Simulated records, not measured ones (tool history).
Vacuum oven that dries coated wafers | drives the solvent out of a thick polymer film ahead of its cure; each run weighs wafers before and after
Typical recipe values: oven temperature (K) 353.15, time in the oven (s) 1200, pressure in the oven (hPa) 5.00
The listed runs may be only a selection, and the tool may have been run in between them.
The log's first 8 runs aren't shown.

Run 9, hour 482.4: usual settings. Result: solvent left in the film (%) 2.42.
Run 10, hour 535.9: usual settings. Result: solvent left in the film (%) 2.44.
At hour 555.8: oven's thermocouples calibrated.
Run 11, hour 575.8: usual settings but time in the oven (s) 1020. Result: solvent left in the film (%) 3.31.
Run 12, hour 650.6: usual settings but time in the oven (s) 1020. Result: solvent left in the film (%) 3.32.
Run 13, hour 693.8: usual settings but time in the oven (s) 960. Result: solvent left in the film (%) 3.44.
Run 14, hour 742.5: usual settings but time in the oven (s) 960. Result: solvent left in the film (%) 3.52.
Run 15, hour 802.8: usual settings but time in the oven (s) 900. Result: solvent left in the film (%) 3.79.
Run 16, hour 853.9: usual settings but time in the oven (s) 900. Result: solvent left in the film (%) 3.80.
Run 17, hour 922.6: usual settings but time in the oven (s) 900. Result: solvent left in the film (%) 3.74.
Run 18, hour 976.2: usual settings but time in the oven (s) 900. Result: solvent left in the film (%) 3.80.

The next listed run, before its measurement:
Run 19, hour 1052.7: usual settings but oven temperature (K) 342.15, time in the oven (s) 840, pressure in the oven (hPa) 19.38. Result: solvent left in the film (%) ?.

Run 19 measured solvent left in the film (%) 7.28.
With no hidden state in the tool, this same run would have given solvent left in the film (%) 7.35.

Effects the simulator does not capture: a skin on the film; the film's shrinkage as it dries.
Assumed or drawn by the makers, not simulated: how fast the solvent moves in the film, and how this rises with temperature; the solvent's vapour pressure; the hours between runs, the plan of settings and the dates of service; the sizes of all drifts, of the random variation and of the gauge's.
